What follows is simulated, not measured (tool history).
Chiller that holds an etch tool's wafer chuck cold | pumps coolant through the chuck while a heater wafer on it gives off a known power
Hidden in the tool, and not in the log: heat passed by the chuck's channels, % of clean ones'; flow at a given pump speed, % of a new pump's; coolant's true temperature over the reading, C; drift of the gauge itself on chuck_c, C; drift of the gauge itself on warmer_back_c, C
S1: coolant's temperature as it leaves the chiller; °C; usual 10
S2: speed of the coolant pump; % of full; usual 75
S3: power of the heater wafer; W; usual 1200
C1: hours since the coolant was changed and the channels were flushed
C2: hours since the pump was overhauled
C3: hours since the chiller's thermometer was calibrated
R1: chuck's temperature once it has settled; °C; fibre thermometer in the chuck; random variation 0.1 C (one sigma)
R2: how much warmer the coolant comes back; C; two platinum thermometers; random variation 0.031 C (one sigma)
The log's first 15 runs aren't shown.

Run 16, hour 409.7: usual settings; C1 3141; C2 1588; C3 345. Result: R1 23.7 °C, R2 2.84 C.
Run 17, hour 439.3: usual settings; C1 3170; C2 1617; C3 374. Result: R1 23.5 °C, R2 2.87 C.
Run 18, hour 467.6: usual settings; C1 3199; C2 1646; C3 403. Result: R1 23.6 °C, R2 2.90 C.
Run 19, hour 490.5: usual settings; C1 3222; C2 1668; C3 426. Result: R1 23.5 °C, R2 2.85 C.
Run 20, hour 525.0: usual settings but S1 3 °C; C1 3256; C2 1703; C3 460. Result: R1 16.5 °C, R2 2.85 C.
Run 21, hour 558.6: usual settings but S1 5 °C, S2 83 % of full, S3 1131 W; C1 3290; C2 1737; C3 494. Result: R1 17.0 °C, R2 2.42 C.
Run 22, hour 578.4: usual settings but S1 5 °C, S2 83 % of full, S3 1131 W; C1 3309; C2 1756; C3 514. Result: R1 17.2 °C, R2 2.48 C.
Run 23, hour 600.5: usual settings but S1 15 °C; C1 3332; C2 1778; C3 536. Result: R1 28.7 °C, R2 2.82 C.
Run 24, hour 621.0: usual settings but S1 4 °C, S2 80 % of full, S3 862 W; C1 3352; C2 1799; C3 556. Result: R1 13.6 °C, R2 1.97 C.
Run 25, hour 638.3: usual settings but S1 9 °C, S3 708 W; C1 3369; C2 1816; C3 574. Result: R1 17.1 °C, R2 1.71 C.
Run 26, hour 668.8: usual settings but S1 12 °C, S2 94 % of full, S3 954 W; C1 3400; C2 1847; C3 604. Result: R1 21.6 °C, R2 1.81 C.
Run 27, hour 691.4: usual settings but S1 12 °C, S3 1070 W; C1 3422; C2 1869; C3 627. Result: R1 24.1 °C, R2 2.58 C.
Run 28, hour 718.1: usual settings but S1 12 °C, S3 1070 W; C1 3449; C2 1896; C3 653. Result: R1 24.0 °C, R2 2.59 C.
Run 29, hour 733.9: usual settings but S1 12 °C, S2 73 % of full, S3 1070 W; C1 3465; C2 1912; C3 669. Result: R1 24.5 °C, R2 2.61 C.
Run 30, hour 757.9: usual settings but S1 12 °C, S2 73 % of full, S3 1070 W; C1 3489; C2 1936; C3 693. Result: R1 24.5 °C, R2 2.66 C.
Run 31, hour 790.9: usual settings but S1 12 °C, S2 73 % of full, S3 1070 W; C1 3522; C2 1969; C3 726. Result: R1 24.4 °C, R2 2.69 C.

Forecast each of these 3 alternatives for the next run:
Run A, hour 827.6: usual settings but S1 12 °C, S2 77 % of full, S3 1045 W; C1 3559; C2 2005; C3 763. Result: R1 ?, R2 ?.
Run B, hour 827.6: usual settings but S1 4 °C, S2 80 % of full, S3 625 W; C1 3559; C2 2005; C3 763. Result: R1 ?, R2 ?.
Run C, hour 827.6: usual settings but S1 14 °C, S2 74 % of full, S3 1697 W; C1 3559; C2 2005; C3 763. Result: R1 ?, R2 ?.

run    R1    R2
  A  23.8  2.40
  B  10.9  1.39
  C  33.4  4.11
Without the tool's hidden state the same runs would have given:
run    R1    R2
  A  23.7  2.40
  B  10.9  1.38
  C  33.4  4.10
